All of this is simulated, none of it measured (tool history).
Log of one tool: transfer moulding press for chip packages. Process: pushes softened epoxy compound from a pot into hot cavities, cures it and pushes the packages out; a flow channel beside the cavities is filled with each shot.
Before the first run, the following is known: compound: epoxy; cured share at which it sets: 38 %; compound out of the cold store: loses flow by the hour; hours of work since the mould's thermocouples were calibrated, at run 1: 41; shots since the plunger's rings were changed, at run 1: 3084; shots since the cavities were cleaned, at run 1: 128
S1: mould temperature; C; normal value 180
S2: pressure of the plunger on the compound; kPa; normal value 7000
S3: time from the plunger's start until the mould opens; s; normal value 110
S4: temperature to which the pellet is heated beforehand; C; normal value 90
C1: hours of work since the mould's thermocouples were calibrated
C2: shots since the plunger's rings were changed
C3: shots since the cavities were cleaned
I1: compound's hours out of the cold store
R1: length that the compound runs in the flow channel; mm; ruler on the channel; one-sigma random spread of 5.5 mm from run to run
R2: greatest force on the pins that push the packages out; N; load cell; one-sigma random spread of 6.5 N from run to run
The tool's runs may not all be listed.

{"run": 1, "hour": 0.0, "S1": 180, "S2": 7000, "S3": 110, "S4": 90, "C1": 41, "C2": 3084, "C3": 128, "I1": 31.4, "R1": 624, "R2": 335}
{"run": 2, "hour": 13.0, "S1": 180, "S2": 7000, "S3": 110, "S4": 94, "C1": 48, "C2": 3209, "C3": 253, "I1": 19.5, "R1": 645, "R2": 367}
{"run": 3, "hour": 34.6, "S1": 180, "S2": 7000, "S3": 110, "S4": 85, "C1": 60, "C2": 3418, "C3": 462, "I1": 33.1, "R1": 605, "R2": 428}
{"run": 4, "hour": 49.4, "S1": 180, "S2": 7000, "S3": 110, "S4": 85, "C1": 68, "C2": 3560, "C3": 604, "I1": 36.5, "R1": 613, "R2": 429}
{"run": 5, "hour": 62.2, "S1": 180, "S2": 7310, "S3": 110, "S4": 90, "C1": 75, "C2": 3684, "C3": 728, "I1": 15.2, "R1": 656, "R2": 493}
{"run": 6, "hour": 82.1, "S1": 180, "S2": 7310, "S3": 110, "S4": 90, "C1": 86, "C2": 3876, "C3": 920, "I1": 14.1, "R1": 672, "R2": 502}
{"hour": 94.3, "done": "cavities cleaned with cleaning compound and waxed"}
{"run": 7, "hour": 106.5, "S1": 180, "S2": 7310, "S3": 110, "S4": 90, "C1": 99, "C2": 4097, "C3": 118, "I1": 42.6, "R1": 595, "R2": 303}
{"run": 8, "hour": 121.7, "S1": 180, "S2": 7000, "S3": 110, "S4": 90, "C1": 107, "C2": 4244, "C3": 265, "I1": 28.6, "R1": 609, "R2": 348}
{"run": 9, "hour": 138.6, "S1": 180, "S2": 7000, "S3": 110, "S4": 90, "C1": 116, "C2": 4407, "C3": 428, "I1": 46.4, "R1": 585, "R2": 379}
{"run": 10, "hour": 153.3, "S1": 180, "S2": 7000, "S3": 110, "S4": 90, "C1": 124, "C2": 4549, "C3": 570, "I1": 34.0, "R1": 597, "R2": 419}
{"run": 11, "hour": 164.9, "S1": 180, "S2": 6950, "S3": 110, "S4": 90, "C1": 130, "C2": 4660, "C3": 681, "I1": 31.9, "R1": 606, "R2": 451}
{"run": 12, "hour": 186.8, "S1": 180, "S2": 7710, "S3": 110, "S4": 90, "C1": 143, "C2": 4872, "C3": 893, "I1": 41.9, "R1": 606, "R2": 481}
{"hour": 202.3, "done": "cavities cleaned with cleaning compound and waxed"}
{"run": 13, "hour": 213.0, "S1": 180, "S2": 7000, "S3": 111, "S4": 90, "C1": 156, "C2": 5109, "C3": 102, "I1": 17.2, "R1": 622, "R2": 288}
{"run": 14, "hour": 232.1, "S1": 180, "S2": 7000, "S3": 110, "S4": 84, "C1": 166, "C2": 5293, "C3": 286, "I1": 36.2, "R1": 595, "R2": 344}
{"run": 15, "hour": 243.9, "S1": 180, "S2": 7000, "S3": 110, "S4": 90, "C1": 173, "C2": 5407, "C3": 400, "I1": 18.9, "R1": 619, "R2": 394}
{"hour": 266.5, "done": "plunger's sealing rings changed"}
{"run": 16, "hour": 270.3, "S1": 181, "S2": 7000, "S3": 94, "S4": 90, "C1": 186, "C2": 37, "C3": 631, "I1": 21.2, "R1": 682, "R2": 597}
{"run": 17, "hour": 284.9, "S1": 181, "S2": 7000, "S3": 94, "S4": 90, "C1": 194, "C2": 178, "C3": 772, "I1": 41.7, "R1": 641, "R2": 569}
{"run": 18, "hour": 298.0, "S1": 181, "S2": 6470, "S3": 94, "S4": 91, "C1": 201, "C2": 304, "C3": 898, "I1": 31.5, "R1": 648, "R2": 596}
{"hour": 313.9, "done": "cavities cleaned with cleaning compound and waxed"}
{"run": 19, "hour": 314.1, "S1": 181, "S2": 6470, "S3": 94, "S4": 91, "C1": 209, "C2": 445, "C3": 2, "I1": 35.9, "R1": 622, "R2": 314}
{"run": 20, "hour": 335.0, "S1": 180, "S2": 7980, "S3": 110, "S4": 93, "C1": 221, "C2": 646, "C3": 203, "I1": 15.1, "R1": 743, "R2": 330}
{"run": 21, "hour": 349.8, "S1": 174, "S2": 6070, "S3": 109, "S4": 97, "C1": 229, "C2": 789, "C3": 346, "I1": 44.8, "R1": 604, "R2": 502}
{"run": 22, "hour": 361.7, "S1": 174, "S2": 6070, "S3": 109, "S4": 97, "C1": 235, "C2": 904, "C3": 461, "I1": 25.4, "R1": 622, "R2": 608}
{"run": 23, "hour": 372.8, "S1": 180, "S2": 8300, "S3": 146, "S4": 90, "C1": 241, "C2": 1011, "C3": 568, "I1": 21.1, "R1": 737, "R2": 336}
{"run": 24, "hour": 383.5, "S1": 186, "S2": 6080, "S3": 110, "S4": 90, "C1": 247, "C2": 1114, "C3": 671, "I1": 25.4, "R1": 602, "R2": 374}
{"run": 25, "hour": 399.8, "S1": 184, "S2": 6080, "S3": 97, "S4": 99, "C1": 256, "C2": 1272, "C3": 829, "I1": 46.9, "R1": 565, "R2": 464}
{"hour": 422.2, "done": "cavities cleaned with cleaning compound and waxed"}
{"run": 26, "hour": 423.5, "S1": 184, "S2": 5560, "S3": 140, "S4": 99, "C1": 268, "C2": 1486, "C3": 13, "I1": 32.3, "R1": 561, "R2": 214}
{"run": 27, "hour": 438.1, "S1": 184, "S2": 5560, "S3": 140, "S4": 99, "C1": 276, "C2": 1626, "C3": 153, "I1": 30.7, "R1": 568, "R2": 262}
{"run": 28, "hour": 459.2, "S1": 175, "S2": 8530, "S3": 138, "S4": 82, "C1": 288, "C2": 1830, "C3": 357, "I1": 37.7, "R1": 709, "R2": 342}
{"run": 29, "hour": 471.4, "S1": 182, "S2": 8530, "S3": 138, "S4": 82, "C1": 295, "C2": 1948, "C3": 475, "I1": 21.7, "R1": 723, "R2": 332}

Below are 4 alternative next runs, each starting from the tool's condition after run 29. Predict each:
{"run": "A", "hour": 484.0, "S1": 173, "S2": 7460, "S3": 124, "S4": 82, "C1": 302, "C2": 2069, "C3": 596, "I1": 24.6, "R1": "?", "R2": "?"}
{"run": "B", "hour": 484.0, "S1": 180, "S2": 7000, "S3": 118, "S4": 90, "C1": 302, "C2": 2069, "C3": 596, "I1": 31.4, "R1": "?", "R2": "?"}
{"run": "C", "hour": 484.0, "S1": 180, "S2": 7140, "S3": 110, "S4": 90, "C1": 302, "C2": 2069, "C3": 596, "I1": 32.1, "R1": "?", "R2": "?"}
{"run": "D", "hour": 484.0, "S1": 182, "S2": 8530, "S3": 138, "S4": 80, "C1": 302, "C2": 2069, "C3": 596, "I1": 12.5, "R1": "?", "R2": "?"}

run=A R1=697 R2=542
run=B R1=639 R2=388
run=C R1=633 R2=427
run=D R1=749 R2=348
Take away the tool's hidden state, keep each run's random variation, and the runs would have read:
run=A R1=728 R2=330
run=B R1=667 R2=232
run=C R1=661 R2=259
run=D R1=782 R2=206

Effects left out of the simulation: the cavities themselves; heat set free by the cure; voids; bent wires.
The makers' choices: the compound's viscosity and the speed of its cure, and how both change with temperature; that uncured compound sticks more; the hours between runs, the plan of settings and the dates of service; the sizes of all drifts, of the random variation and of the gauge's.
